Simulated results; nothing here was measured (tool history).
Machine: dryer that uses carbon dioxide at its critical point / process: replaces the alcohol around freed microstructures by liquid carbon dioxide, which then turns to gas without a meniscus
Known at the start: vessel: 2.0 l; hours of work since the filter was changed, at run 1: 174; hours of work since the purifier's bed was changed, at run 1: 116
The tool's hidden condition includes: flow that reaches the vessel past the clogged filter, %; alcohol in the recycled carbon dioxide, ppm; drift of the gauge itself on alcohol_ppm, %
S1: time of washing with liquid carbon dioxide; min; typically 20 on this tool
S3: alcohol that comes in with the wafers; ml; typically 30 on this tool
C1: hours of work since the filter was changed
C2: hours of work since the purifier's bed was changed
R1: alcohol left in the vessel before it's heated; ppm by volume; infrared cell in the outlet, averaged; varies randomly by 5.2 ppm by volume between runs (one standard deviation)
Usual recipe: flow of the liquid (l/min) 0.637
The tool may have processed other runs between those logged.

{"run": 1, "hour": 0.0, "S1": 20, "flow of the liquid (l/min)": 0.637, "S3": 30, "C1": 174, "C2": 116, "R1": 163}
{"run": 2, "hour": 21.6, "S1": 20, "flow of the liquid (l/min)": 0.637, "S3": 30, "C1": 184, "C2": 126, "R1": 156}
{"run": 3, "hour": 40.3, "S1": 20, "flow of the liquid (l/min)": 0.637, "S3": 88, "C1": 193, "C2": 135, "R1": 425}
{"run": 4, "hour": 61.3, "S1": 20, "flow of the liquid (l/min)": 0.637, "S3": 30, "C1": 202, "C2": 145, "R1": 157}
{"run": 5, "hour": 72.6, "S1": 20, "flow of the liquid (l/min)": 0.637, "S3": 30, "C1": 208, "C2": 150, "R1": 166}
{"run": 6, "hour": 88.6, "S1": 20, "flow of the liquid (l/min)": 0.637, "S3": 30, "C1": 215, "C2": 157, "R1": 172}
{"run": 7, "hour": 112.0, "S1": 20, "flow of the liquid (l/min)": 0.637, "S3": 30, "C1": 226, "C2": 168, "R1": 175}
{"hour": 116.6, "done": "inlet filter changed"}
{"run": 8, "hour": 124.9, "S1": 20, "flow of the liquid (l/min)": 0.637, "S3": 30, "C1": 4, "C2": 174, "R1": 145}
{"run": 9, "hour": 134.7, "S1": 20, "flow of the liquid (l/min)": 0.637, "S3": 30, "C1": 8, "C2": 178, "R1": 138}
{"run": 10, "hour": 148.8, "S1": 20, "flow of the liquid (l/min)": 0.637, "S3": 77, "C1": 15, "C2": 185, "R1": 298}
{"run": 11, "hour": 165.2, "S1": 20, "flow of the liquid (l/min)": 0.637, "S3": 77, "C1": 22, "C2": 192, "R1": 310}
{"run": 12, "hour": 181.9, "S1": 20, "flow of the liquid (l/min)": 0.637, "S3": 77, "C1": 30, "C2": 200, "R1": 309}
{"run": 13, "hour": 191.6, "S1": 20, "flow of the liquid (l/min)": 0.637, "S3": 77, "C1": 35, "C2": 204, "R1": 315}
{"run": 14, "hour": 209.4, "S1": 22, "flow of the liquid (l/min)": 1.016, "S3": 77, "C1": 43, "C2": 213, "R1": 56}
{"run": 15, "hour": 219.3, "S1": 22, "flow of the liquid (l/min)": 0.714, "S3": 77, "C1": 47, "C2": 217, "R1": 138}
{"run": 16, "hour": 231.4, "S1": 22, "flow of the liquid (l/min)": 0.714, "S3": 77, "C1": 53, "C2": 223, "R1": 137}
{"run": 17, "hour": 244.7, "S1": 22, "flow of the liquid (l/min)": 0.714, "S3": 77, "C1": 59, "C2": 229, "R1": 144}
{"run": 18, "hour": 261.4, "S1": 20, "flow of the liquid (l/min)": 0.637, "S3": 20, "C1": 67, "C2": 237, "R1": 129}
{"run": 19, "hour": 282.7, "S1": 30, "flow of the liquid (l/min)": 0.637, "S3": 60, "C1": 77, "C2": 247, "R1": 81}
{"run": 20, "hour": 300.3, "S1": 23, "flow of the liquid (l/min)": 0.457, "S3": 67, "C1": 85, "C2": 255, "R1": 689}
{"run": 21, "hour": 320.0, "S1": 23, "flow of the liquid (l/min)": 0.457, "S3": 67, "C1": 94, "C2": 264, "R1": 701}

Run 22 comes next. What will it give?
{"run": 22, "hour": 335.3, "S1": 23, "flow of the liquid (l/min)": 0.457, "S3": 67, "C1": 101, "C2": 271, "R1": "?"}

{"run 22": {"R1": 689}}
Were there no unlogged condition in the tool, this run, its random variation unchanged, would have produced R1 569 ppm by volume.
